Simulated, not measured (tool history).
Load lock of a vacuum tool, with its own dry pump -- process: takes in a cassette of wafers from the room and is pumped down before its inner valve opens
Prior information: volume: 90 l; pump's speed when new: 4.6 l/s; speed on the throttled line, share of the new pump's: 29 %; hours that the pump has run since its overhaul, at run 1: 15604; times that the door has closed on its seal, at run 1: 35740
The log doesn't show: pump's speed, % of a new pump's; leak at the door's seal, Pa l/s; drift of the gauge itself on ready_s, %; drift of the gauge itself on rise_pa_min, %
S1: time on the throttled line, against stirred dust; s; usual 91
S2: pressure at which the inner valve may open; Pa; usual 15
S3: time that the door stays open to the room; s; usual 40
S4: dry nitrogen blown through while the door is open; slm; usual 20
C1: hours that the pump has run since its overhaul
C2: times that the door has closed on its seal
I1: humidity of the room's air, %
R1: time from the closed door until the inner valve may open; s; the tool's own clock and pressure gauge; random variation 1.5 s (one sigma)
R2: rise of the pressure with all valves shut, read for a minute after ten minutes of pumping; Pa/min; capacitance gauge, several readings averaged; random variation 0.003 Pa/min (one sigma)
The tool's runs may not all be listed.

run	day	S1	S2	S3	S4	C1	C2	I1	R1	R2
1	0	91	15	40	20	15604	35740	44.5	281	0.045
2	8.746	91	15	40	20	15814	36340	49.7	283.8	0.06
3	22.179	91	15	40	20	16136	37262	46.9	284.3	0.056
4	35.65	91	15	40	20	16459	38185	44.5	285.2	0.063
# day 38.771: dry pump taken out, an overhauled one fitted
5	44.425	91	11	40	20	136	38770	46.3	241.5	0.061
6	53.533	91	11	40	25	354	39395	44.1	242.1	0.058
7	62.075	91	11	40	25	559	39981	44.3	245.6	0.062
8	71.621	91	11	40	25	788	40635	43.6	246.5	0.06
9	83.433	91	11	40	25	1072	41445	49.5	245	0.061
10	98.608	91	11	40	25	1436	42486	45.8	246.5	0.065
11	108.042	91	15	103	20	1662	43133	47.1	236.7	0.073
12	117.433	91	15	40	20	1888	43777	46.3	241.9	0.068
13	129.321	91	15	40	20	2173	44592	44	240.5	0.072
14	143.933	67	15	40	20	2524	45594	46.4	225.7	0.076
15	157.475	67	15	40	20	2849	46523	44.9	227.6	0.077
16	171.592	91	15	63	20	3188	47491	42.3	246	0.08
17	182.171	91	15	63	20	3442	48217	46.8	247.2	0.08
18	194.025	91	15	63	20	3726	49030	46.3	244.2	0.078
19	206.896	91	15	40	20	4035	49912	45.7	245.4	0.083
20	218.438	91	15	40	20	4312	50704	42.5	247.2	0.085
21	228.362	129	17	40	20	4550	51385	43.5	269.9	0.081
22	238.558	91	22	40	20	4795	52084	45.3	239.5	0.096
23	246.971	91	22	40	20	4997	52661	42.6	239.6	0.091
24	256.579	58	15	40	20	5227	53320	42.1	223.9	0.09
25	268.5	47	15	40	20	5513	54137	41.9	219.8	0.091
26	279.475	142	15	40	4	5777	54890	45.8	286.3	0.114
27	288.229	91	14	40	20	5987	55490	44.9	253.7	0.09
28	303.488	49	20	95	10	6353	56537	44.7	217	0.109
29	316.317	91	15	40	19	6661	57417	43.9	254	0.098
30	331.646	91	15	29	19	7029	58468	46.5	253.6	0.096
31	346.521	59	15	40	16	7386	59488	47.5	232.6	0.105
32	358.058	52	21	40	12	7663	60279	44.6	221.9	0.107
33	370.596	52	21	40	12	7964	61139	46.4	222.7	0.109
34	383.883	52	21	26	19	8283	62051	43.2	222.1	0.113
35	393.279	91	24	89	20	8508	62695	43.3	245.5	0.117
36	401.529	91	24	89	20	8706	63261	46.1	244	0.123
37	415.483	75	16	84	21	9041	64218	47.1	250	0.119

Below are 4 alternative next runs, each starting from the tool's condition after run 37. Predict each:
A	427.729	75	17	73	8	9335	65058	45.8	?	?
B	427.729	100	16	40	20	9335	65058	42.7	?	?
C	427.729	91	15	40	20	9335	65058	42.9	?	?
D	427.729	75	16	54	21	9335	65058	43.6	?	?

run	R1	R2
A	246.3	0.137
B	264.9	0.122
C	263.8	0.112
D	247.7	0.121
What these runs would have given with no unlogged condition in the tool:
run	R1	R2
A	224.7	0.031
B	244.6	0.017
C	242.6	0.008
D	225.9	0.015
